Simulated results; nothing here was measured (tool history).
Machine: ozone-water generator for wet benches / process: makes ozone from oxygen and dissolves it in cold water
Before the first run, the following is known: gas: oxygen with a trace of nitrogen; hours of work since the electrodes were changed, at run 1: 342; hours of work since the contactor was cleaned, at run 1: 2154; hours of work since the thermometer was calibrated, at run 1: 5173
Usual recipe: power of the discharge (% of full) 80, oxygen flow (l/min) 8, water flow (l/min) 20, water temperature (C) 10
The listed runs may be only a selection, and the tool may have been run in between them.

run,hour,power of the discharge (% of full),oxygen flow (l/min),water flow (l/min),water temperature (C),hours of work since the electrodes were changed,hours of work since the contactor was cleaned,hours of work since the thermometer was calibrated,dissolved ozone (ppm),ozone in the gas ahead of the water (g/m3)
1,0,80,8,20,10,342,2154,5173,46.1,287.9
2,36.4,46,8,20,10,376,2188,5206,32,200.4
3,60.6,42,8,20,10,398,2210,5228,29.7,189.6
4,82.3,42,13.15,20,10,418,2230,5248,31.9,161
5,122.5,80,8,20,10,454,2266,5285,45.2,288
6,156.5,80,8,20,10,486,2298,5316,44.9,287.4
7,199.9,80,8,20,10,525,2337,5356,45.5,287.9
8,241.1,80,8,20,10,563,2375,5394,45.2,285
9,261.8,86,8,20,10,582,2394,5413,47.6,300.6
10,296.3,86,8,20,10,613,2426,5444,47.1,300.8
11,324.2,80,10.39,20,10,639,2451,5470,46.4,262.6
12,359.5,80,10.39,20,10,671,2483,5502,46.5,262.7
13,389.9,80,10.39,20,10,699,2511,5530,46.4,261
14,407.8,80,10.39,20,10,716,2528,5546,46.6,263.8
# hour 410.8: water thermometer calibrated
15,426.9,49,10.39,20,10,733,2545,15,33.9,190.3
16,467.6,49,10.39,20,10,770,2582,52,34.4,192.6
17,503.9,49,10.39,20,10,803,2615,85,34.3,188.6
18,538.3,80,7.08,20,10,835,2647,117,43.1,297
19,559,94,12.66,22,16,854,2666,136,43.5,269.1
# hour 568.6: water thermometer calibrated, once more
20,593.7,45,4.32,24,14,885,2697,23,21.3,240
21,615,64,4.32,24,14,904,2716,42,26.7,298.1
22,653.9,64,4.32,24,14,940,2752,78,26.6,296.8
23,686.3,80,8,22,10,970,2782,108,41.4,280
24,730.4,80,7.39,13,10,1010,2822,148,60.1,289.1
25,773.2,80,7.13,20,6,1049,2861,187,46.1,291.6
26,814.7,80,8,13,6,1087,2899,225,64.9,279.9
27,843.5,43,8,13,12,1114,2926,252,39.1,191.3
28,870.8,43,7.76,13,12,1138,2951,277,39.3,192
29,895.7,80,4.95,21,10,1161,2973,299,37.8,324.2
30,929.7,80,4.95,21,10,1192,3004,331,37.3,326.4
31,951.2,80,4.95,16,10,1212,3024,350,47.3,323.6
32,979.2,80,8,20,9,1238,3050,376,44.2,277.8

Here are 4 independent what-if runs from the current tool condition. What would each one return?
A,1002.3,77,8,20,9,1259,3071,397,?,?
B,1002.3,43,8,22,7,1259,3071,397,?,?
C,1002.3,80,8,20,7,1259,3071,397,?,?
D,1002.3,80,6.52,23,10,1259,3071,397,?,?

run,dissolved ozone (ppm),ozone in the gas ahead of the water (g/m3)
A,43.6,269.5
B,29,188.2
C,45.7,279.1
D,37.2,299.1
The same runs, with their run-to-run variation unchanged, on a tool lacking any hidden condition would have given:
run,dissolved ozone (ppm),ozone in the gas ahead of the water (g/m3)
A,47.7,283
B,31.2,194.3
C,49.9,293.5
D,40.9,314.5
